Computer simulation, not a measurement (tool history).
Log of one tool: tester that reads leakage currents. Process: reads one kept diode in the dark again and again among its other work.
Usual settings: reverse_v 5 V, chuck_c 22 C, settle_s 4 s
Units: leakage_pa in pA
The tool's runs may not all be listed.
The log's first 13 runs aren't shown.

run,day,reverse_v,chuck_c,settle_s,hours of work since the probe card was cleaned,hours of work since the tester was calibrated,hours of work since the chuck was calibrated,leakage_pa
14,26.125,7.17,22,4,855,1403,102,133.32
15,27.333,7.17,22,4,873,1421,119,133.47
16,29.388,7.17,22,4,903,1451,150,133.52
17,31.371,7.17,22,4,933,1481,180,133.29
18,33.379,5,22,4,963,1511,209,114.85
19,34.667,5,22,4.87,982,1530,228,115.24
20,36.262,5,22,0.4,1005,1554,252,118.79
21,37.271,7.55,59,0.94,1020,1569,267,2003.16
22,39.733,1.54,59,0.94,1057,1605,304,1039.5
23,41.592,1.21,31,1.48,1085,1633,331,129.43
24,43.125,6.98,28,1.44,1107,1656,354,215.55
25,44.804,6.98,28,1.44,1132,1681,379,215.92
26,46.562,10.79,22,1.21,1159,1707,405,163.55
27,48.425,10.79,22,1.21,1186,1734,433,163.96
28,50.908,5,24,4,1223,1771,470,137.05
29,52.646,5,24,4,1249,1797,496,136.37
30,54.971,5,24,0.38,1283,1832,530,140.24
31,57.108,5,24,0.38,1315,1863,562,140.88
32,59.075,1.11,22,0.38,1345,1893,591,62.88
33,60.633,1.68,22,1.07,1368,1916,615,74.33
34,61.679,16.87,22,4.31,1383,1931,630,199.8
35,63.333,3.21,30,4,1408,1956,655,183.06

Forecast run 36:
36,65.154,5,25,4,1435,1983,682,?

leakage_pa: 149.71 pA
Without the tool's hidden state the same run would have given leakage_pa 147.34 pA.
